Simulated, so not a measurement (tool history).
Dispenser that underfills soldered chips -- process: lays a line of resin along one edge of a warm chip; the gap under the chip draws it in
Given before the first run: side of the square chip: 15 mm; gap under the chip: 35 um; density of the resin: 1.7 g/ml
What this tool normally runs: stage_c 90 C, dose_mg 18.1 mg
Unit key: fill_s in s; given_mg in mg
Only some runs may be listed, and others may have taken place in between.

{"run": 1, "hour": 0.0, "stage_c": 90, "dose_mg": 18.1, "fill_s": 300.2, "given_mg": 17.24}
{"run": 2, "hour": 4.7, "stage_c": 90, "dose_mg": 18.1, "fill_s": 375.4, "given_mg": 17.2}
{"hour": 8.4, "done": "new syringe of resin"}
{"run": 3, "hour": 8.7, "stage_c": 90, "dose_mg": 18.1, "fill_s": 293.8, "given_mg": 17.26}
{"run": 4, "hour": 10.9, "stage_c": 90, "dose_mg": 20.1, "fill_s": 324.4, "given_mg": 19.13}
{"run": 5, "hour": 15.1, "stage_c": 101, "dose_mg": 18.1, "fill_s": 250.6, "given_mg": 17.15}
{"hour": 17.6, "done": "new syringe of resin"}
{"run": 6, "hour": 18.7, "stage_c": 101, "dose_mg": 18.1, "fill_s": 189.9, "given_mg": 17.09}
{"run": 7, "hour": 21.2, "stage_c": 87, "dose_mg": 18.7, "fill_s": 395.1, "given_mg": 17.76}
{"run": 8, "hour": 25.1, "stage_c": 77, "dose_mg": 20.7, "fill_s": 761.2, "given_mg": 19.52}
{"hour": 26.6, "done": "new syringe of resin"}
{"hour": 30.5, "done": "dispensing valve cleaned and set on the balance"}
{"run": 9, "hour": 30.5, "stage_c": 90, "dose_mg": 17.9, "fill_s": 327.9, "given_mg": 17.91}
{"run": 10, "hour": 33.6, "stage_c": 79, "dose_mg": 23, "fill_s": 634.2, "given_mg": 23}
{"run": 11, "hour": 36.0, "stage_c": 79, "dose_mg": 23, "fill_s": 697.3, "given_mg": 22.77}

Consider 3 possible next runs. They are alternatives, not a sequence: every one starts from the tool as it was left by run 11. What does each give?
{"hour": 36.6, "done": "new syringe of resin"}
{"run": "A", "hour": 38.5, "stage_c": 89, "dose_mg": 16, "fill_s": "?", "given_mg": "?"}
{"hour": 36.6, "done": "new syringe of resin"}
{"run": "B", "hour": 38.5, "stage_c": 79, "dose_mg": 18.1, "fill_s": "?", "given_mg": "?"}
{"hour": 36.6, "done": "new syringe of resin"}
{"run": "C", "hour": 38.5, "stage_c": 103, "dose_mg": 15.9, "fill_s": "?", "given_mg": "?"}

run=A fill_s=339.2 given_mg=15.82
run=B fill_s=526.2 given_mg=17.96
run=C fill_s=187 given_mg=15.94
What these runs would have given with no unlogged condition in the tool:
run=A fill_s=303.7 given_mg=15.9
run=B fill_s=471 given_mg=18.04
run=C fill_s=167.5 given_mg=16.02

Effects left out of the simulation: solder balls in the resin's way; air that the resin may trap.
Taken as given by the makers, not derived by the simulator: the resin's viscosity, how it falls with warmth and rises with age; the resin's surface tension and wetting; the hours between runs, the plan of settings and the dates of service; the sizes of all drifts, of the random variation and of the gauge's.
